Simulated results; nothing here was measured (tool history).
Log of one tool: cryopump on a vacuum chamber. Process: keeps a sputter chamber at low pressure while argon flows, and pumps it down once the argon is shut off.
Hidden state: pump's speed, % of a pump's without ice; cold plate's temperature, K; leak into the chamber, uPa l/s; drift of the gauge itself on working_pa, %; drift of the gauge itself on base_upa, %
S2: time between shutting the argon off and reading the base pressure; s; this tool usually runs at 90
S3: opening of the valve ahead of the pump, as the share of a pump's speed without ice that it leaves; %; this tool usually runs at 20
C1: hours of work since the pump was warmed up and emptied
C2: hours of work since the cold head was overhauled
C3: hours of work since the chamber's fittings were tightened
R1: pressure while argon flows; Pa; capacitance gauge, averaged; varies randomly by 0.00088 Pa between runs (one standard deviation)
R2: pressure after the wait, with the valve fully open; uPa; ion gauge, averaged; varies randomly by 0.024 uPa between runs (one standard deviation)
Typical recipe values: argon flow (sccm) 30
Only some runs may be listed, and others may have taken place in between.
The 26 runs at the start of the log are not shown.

Run 27, hour 692.4: usual settings but argon flow (sccm) 42, S2 269 s, S3 15 %; C1 763; C2 1706; C3 1986. Result: R1 0.3525 Pa, R2 0.71 uPa.
Run 28, hour 723.5: usual settings but argon flow (sccm) 14, S2 64 s; C1 787; C2 1731; C3 2010. Result: R1 0.0904 Pa, R2 1.41 uPa.
Run 29, hour 759.5: usual settings but argon flow (sccm) 31, S2 23 s, S3 28 %; C1 816; C2 1759; C3 2039. Result: R1 0.1471 Pa, R2 3.02 uPa.
Run 30, hour 781.6: usual settings but argon flow (sccm) 27, S2 23 s, S3 52 %; C1 833; C2 1777; C3 2056. Result: R1 0.0746 Pa, R2 2.9 uPa.
Run 31, hour 807.4: usual settings but argon flow (sccm) 48; C1 854; C2 1797; C3 2077. Result: R1 0.3146 Pa, R2 1.18 uPa.
Run 32, hour 836.1: usual settings but S2 46 s, S3 49 %; C1 877; C2 1820; C3 2099. Result: R1 0.0892 Pa, R2 1.7 uPa.
Run 33, hour 863.1: usual settings but S2 173 s, S3 24 %; C1 898; C2 1842; C3 2121. Result: R1 0.165 Pa, R2 0.82 uPa.
Run 34, hour 886.4: usual settings but S2 173 s, S3 24 %; C1 917; C2 1860; C3 2139. Result: R1 0.1659 Pa, R2 0.91 uPa.
At hour 920.3: pump warmed up, emptied and cooled again.
Run 35, hour 927.3: usual settings but S2 173 s, S3 24 %; C1 6; C2 1888; C3 2168. Result: R1 0.1534 Pa, R2 0.73 uPa.

Each row is a separate what-if for the run after 35, all from the same tool condition, not one after another. Results?
Run A, hour 948.8: usual settings but argon flow (sccm) 29, S2 114 s, S3 38 %; C1 23; C2 1906; C3 2185. Result: R1 ?, R2 ?.
Run B, hour 948.8: usual settings but S2 25 s, S3 28 %; C1 23; C2 1906; C3 2185. Result: R1 ?, R2 ?.
Run C, hour 948.8: usual settings but S3 50 %; C1 23; C2 1906; C3 2185. Result: R1 ?, R2 ?.

run      R1    R2
  A  0.0925  0.92
  B  0.1306   2.7
  C  0.0747  0.99
Without the tool's unlogged condition, the same runs would have read:
run      R1    R2
  A  0.0911  0.72
  B  0.1292   2.5
  C  0.0732  0.79
